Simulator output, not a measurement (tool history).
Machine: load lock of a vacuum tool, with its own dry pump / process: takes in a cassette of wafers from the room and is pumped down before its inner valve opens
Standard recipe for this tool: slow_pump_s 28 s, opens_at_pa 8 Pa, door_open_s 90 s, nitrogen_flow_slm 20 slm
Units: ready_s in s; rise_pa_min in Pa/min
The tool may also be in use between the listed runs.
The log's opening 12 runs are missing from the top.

run     hour  slow_pump_s  opens_at_pa  door_open_s  nitrogen_flow_slm  incoming humidity of the room's air, %  ready_s  rise_pa_min
 13   5457.7           28            8           90                 33                                    45.8     41.9        0.281
 14   5823.1           28           10           90                 20                                    41.2     41.7        0.287
 15   6468.3           28           10           90                 20                                    44.6     41.6        0.314
 16   7163.0           28            8           90                  7                                    41.8     42.2        0.351
 17   7542.5           28            8           90                  7                                    39.2     42.0        0.360
 18   7865.5           28            8           30                 20                                    46.9     42.3        0.337
      8233.6  -- dry pump taken out, an overhauled one fitted
 19   8281.0           28            8           30                 20                                    44.4     39.2        0.355
 20   8692.9           28            8           30                 20                                    45.7     39.3        0.375
 21   9038.5           28            8           30                 20                                    44.9     39.1        0.379
 22   9709.3           24            8           90                 12                                    44.3     36.1        0.419
 23  10012.5           24            8           90                 12                                    42.9     36.1        0.442
 24  10514.3           46           12           90                 22                                    43.6     55.5        0.451
 25  10973.4           46           12           90                 22                                    43.9     55.1        0.463
 26  11303.0           46           12           90                 22                                    42.4     55.2        0.482
     11894.4  -- door's seal changed, seat wiped
 27  11894.4           28            7           90                 19                                    43.3     40.1        0.043
 28  12573.3           28            7           90                 34                                    45.0     40.0        0.038
 29  12923.4           24            6           48                 14                                    44.4     36.7        0.049
 30  13444.7           15            7           65                  6                                    47.1     28.5        0.064
 31  14047.4           15            7           31                  6                                    48.9     28.5        0.049
 32  14376.1           15            7           31                  8                                    44.9     28.5        0.059
 33  14880.8           15            7           31                  8                                    45.0     28.8        0.065
 34  15396.8           21            9           90                 18                                    45.2     33.7        0.084

Each row is a separate what-if for the run after 34, all from the same tool condition, not one after another. Results?
  A  15874.2           21           12           81                 14                                    47.8        ?            ?
  B  15874.2           52            9           90                 36                                    45.4        ?            ?
  C  15874.2           27            8           90                 20                                    43.7        ?            ?

run  ready_s  rise_pa_min
  A     33.3        0.095
  B     61.9        0.072
  C     39.4        0.083
Without the tool's hidden state the same runs would have given:
run  ready_s  rise_pa_min
  A     32.3        0.050
  B     61.0        0.027
  C     38.3        0.039
